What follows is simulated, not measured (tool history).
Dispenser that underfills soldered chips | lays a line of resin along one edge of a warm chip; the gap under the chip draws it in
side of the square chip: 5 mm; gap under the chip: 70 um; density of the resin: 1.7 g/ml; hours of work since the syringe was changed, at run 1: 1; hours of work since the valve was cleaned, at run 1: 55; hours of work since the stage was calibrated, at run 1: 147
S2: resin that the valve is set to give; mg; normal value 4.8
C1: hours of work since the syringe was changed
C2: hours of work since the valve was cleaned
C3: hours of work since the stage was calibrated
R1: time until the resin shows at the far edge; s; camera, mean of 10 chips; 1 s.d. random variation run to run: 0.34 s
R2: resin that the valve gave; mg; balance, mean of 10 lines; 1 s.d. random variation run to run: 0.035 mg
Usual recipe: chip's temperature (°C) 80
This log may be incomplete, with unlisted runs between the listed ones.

Run 1, hour 0: usual settings; C1 1; C2 55; C3 147. Result: R1 18.2 s, R2 4.64 mg.
Run 2, hour 4.5: usual settings but chip's temperature (°C) 70; C1 5; C2 58; C3 150. Result: R1 39.7 s, R2 4.6 mg.
At hour 7.8: new syringe of resin.
Run 3, hour 7.9: usual settings; C1 0; C2 60; C3 152. Result: R1 17.1 s, R2 4.65 mg.
Run 4, hour 12.8: usual settings; C1 4; C2 64; C3 155. Result: R1 22.9 s, R2 4.57 mg.
At hour 17.4: new syringe of resin.
Run 5, hour 17.5: usual settings; C1 0; C2 67; C3 159. Result: R1 16.3 s, R2 4.61 mg.
Run 6, hour 23.6: usual settings; C1 4; C2 71; C3 163. Result: R1 23.5 s, R2 4.61 mg.
At hour 26.7: new syringe of resin.
Run 7, hour 27: usual settings; C1 0; C2 74; C3 165. Result: R1 16.9 s, R2 4.57 mg.
Run 8, hour 32.3: usual settings; C1 4; C2 77; C3 169. Result: R1 23 s, R2 4.52 mg.
At hour 36: new syringe of resin.
Run 9, hour 36.5: usual settings but S2 4.57 mg; C1 0; C2 80; C3 172. Result: R1 16.9 s, R2 4.29 mg.
Run 10, hour 39.6: usual settings but S2 4.57 mg; C1 3; C2 82; C3 174. Result: R1 20.1 s, R2 4.3 mg.
At hour 45.6: new syringe of resin.
Run 11, hour 46.2: usual settings; C1 0; C2 87; C3 178. Result: R1 17.3 s, R2 4.52 mg.
Run 12, hour 49.5: usual settings; C1 3; C2 89; C3 181. Result: R1 19.8 s, R2 4.59 mg.
Run 13, hour 53.1: usual settings; C1 5; C2 92; C3 183. Result: R1 24.9 s, R2 4.42 mg.
At hour 55.2: new syringe of resin.
Run 14, hour 58.2: usual settings; C1 2; C2 95; C3 187. Result: R1 20.2 s, R2 4.47 mg.
Run 15, hour 63.7: usual settings but chip's temperature (°C) 84, S2 4.56 mg; C1 6; C2 99; C3 191. Result: R1 22.3 s, R2 4.25 mg.
At hour 64.4: new syringe of resin.
Run 16, hour 66.8: usual settings but chip's temperature (°C) 70, S2 4.84 mg; C1 2; C2 101; C3 193. Result: R1 31.5 s, R2 4.49 mg.
Run 17, hour 72.9: usual settings but chip's temperature (°C) 68, S2 5.34 mg; C1 6; C2 106; C3 197. Result: R1 47.9 s, R2 4.86 mg.
At hour 74: new syringe of resin.
Run 18, hour 79.2: usual settings but chip's temperature (°C) 74, S2 6.02 mg; C1 4; C2 110; C3 201. Result: R1 29.9 s, R2 5.57 mg.
Run 19, hour 81.9: usual settings but chip's temperature (°C) 74, S2 6.02 mg; C1 6; C2 112; C3 203. Result: R1 34.7 s, R2 5.6 mg.
At hour 83.3: new syringe of resin.
Run 20, hour 87.4: usual settings but chip's temperature (°C) 78, S2 5.71 mg; C1 3; C2 115; C3 207. Result: R1 22.8 s, R2 5.24 mg.
Run 21, hour 92.1: usual settings but chip's temperature (°C) 68, S2 6.07 mg; C1 6; C2 119; C3 210. Result: R1 48.2 s, R2 5.56 mg.
At hour 92.9: new syringe of resin.
At hour 94.2: dispensing valve cleaned and set on the balance.
Run 22, hour 99.4: usual settings but chip's temperature (°C) 91; C1 4; C2 4; C3 214. Result: R1 13.6 s, R2 4.8 mg.
Run 23, hour 102.1: usual settings but chip's temperature (°C) 91; C1 6; C2 6; C3 216. Result: R1 15.7 s, R2 4.79 mg.
At hour 103.2: new syringe of resin.
Run 24, hour 105: usual settings but chip's temperature (°C) 91; C1 1; C2 8; C3 218. Result: R1 11.2 s, R2 4.79 mg.
Run 25, hour 108.2: usual settings but chip's temperature (°C) 70, S2 5.37 mg; C1 4; C2 10; C3 220. Result: R1 36.4 s, R2 5.32 mg.
Run 26, hour 111.2: usual settings but chip's temperature (°C) 82, S2 5.76 mg; C1 6; C2 12; C3 223. Result: R1 23.7 s, R2 5.7 mg.
At hour 112.5: new syringe of resin.
Run 27, hour 115.6: usual settings but chip's temperature (°C) 82, S2 5.76 mg; C1 2; C2 15; C3 226. Result: R1 17.7 s, R2 5.67 mg.

Consider 3 possible next runs. They are alternatives, not a sequence: every one starts from the tool as it was left by run 27. What does each give?
Run A, hour 118.2: usual settings but chip's temperature (°C) 91; C1 4; C2 17; C3 227. Result: R1 ?, R2 ?.
Run B, hour 118.2: usual settings but chip's temperature (°C) 87, S2 4.44 mg; C1 4; C2 17; C3 227. Result: R1 ?, R2 ?.
Run C, hour 118.2: usual settings but chip's temperature (°C) 87, S2 5.3 mg; C1 4; C2 17; C3 227. Result: R1 ?, R2 ?.

run    R1    R2
  A    14  4.75
  B  15.9  4.38
  C    16  5.25
Without the tool's hidden state the same runs would have given:
run    R1    R2
  A  10.1  4.81
  B  11.1  4.43
  C  11.2   5.3
